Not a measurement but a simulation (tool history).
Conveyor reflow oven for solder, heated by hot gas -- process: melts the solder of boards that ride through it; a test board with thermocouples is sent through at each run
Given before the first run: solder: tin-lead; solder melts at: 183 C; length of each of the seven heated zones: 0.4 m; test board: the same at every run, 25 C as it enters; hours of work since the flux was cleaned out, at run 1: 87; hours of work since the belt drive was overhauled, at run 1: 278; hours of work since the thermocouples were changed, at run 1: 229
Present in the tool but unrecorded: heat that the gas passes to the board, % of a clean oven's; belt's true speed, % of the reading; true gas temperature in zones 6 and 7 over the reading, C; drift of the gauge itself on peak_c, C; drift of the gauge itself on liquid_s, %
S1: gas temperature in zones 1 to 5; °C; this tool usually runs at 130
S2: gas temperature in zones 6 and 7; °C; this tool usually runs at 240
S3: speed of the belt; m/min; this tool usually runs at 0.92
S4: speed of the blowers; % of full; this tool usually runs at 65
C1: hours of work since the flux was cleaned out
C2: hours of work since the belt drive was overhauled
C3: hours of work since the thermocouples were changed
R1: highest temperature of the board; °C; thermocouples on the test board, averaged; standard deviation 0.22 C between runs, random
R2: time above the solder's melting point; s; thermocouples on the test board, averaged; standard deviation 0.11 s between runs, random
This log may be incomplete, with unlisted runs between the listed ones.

run   hour   S1   S2     S3  S4   C1   C2   C3     R1    R2
  1      0  130  240   0.92  65   87  278  229  221.3  39.1
  2     33  130  240   0.92  65  104  294  245  220.3  38.9
  3   66.2  130  240   0.92  65  120  311  262  220.3    39
  4   94.6  130  240   0.92  89  134  325  276  225.7  41.6
  5  109.9  130  240  1.064  65  142  332  283  214.9  30.3
  6  129.7  130  250   0.92  65  151  342  293    229  42.8
     161.7  -- flux residue cleaned out of gas plates and filters
  7  167.8  130  240   0.92  65    3  358  309  221.3  39.2
  8    190  130  240   0.92  65   14  369  320  220.8  39.3
  9  204.8  130  240  0.895  65   21  377  328  221.8  40.7
 10  225.4  130  240   0.92  62   31  387  338  219.8  38.7
 11  257.1  130  240   0.92  65   47  403  354  220.4  39.2
 12    284  130  231   0.92  65   60  416  367  212.9    35
 13  310.6  130  240   0.92  65   74  429  380  220.6  38.7
 14  328.2  130  240   0.92  65   82  438  389  220.2  39.2
 15  357.1  130  240   0.92  65   97  452  403  219.9    39
 16  377.1  130  240   0.92  65  106  462  413  220.2  38.9
 17  411.7  135  234   0.92  65  124  479  430  215.6  37.8
 18  438.3  135  234  0.958  65  137  492  443  214.7  35.3
 19  456.5  129  234  0.786  65  146  501  452  219.8  45.7
 20  490.4  120  250  1.075  65  162  518  469  219.9    31
     498.1  -- flux residue cleaned out of gas plates and filters
 21  511.1  134  238   0.92  78    6  526  477  222.8  41.3
 22  530.1  134  238   0.92  78   16  535  486  222.3  41.3
 23  561.8  130  229   0.92  89   31  551  502  215.7  37.9
 24  577.7  130  229   0.92  89   39  559  510  215.9  37.6

For run 25, what comes out?
 25  601.3  130  229  0.92  89  51  570  521   ?   ?

{"run 25": {"R1": 215.4, "R2": 37.6}}
Without the tool's hidden state the same run would have given R1 216.4 °C, R2 37.7 s.
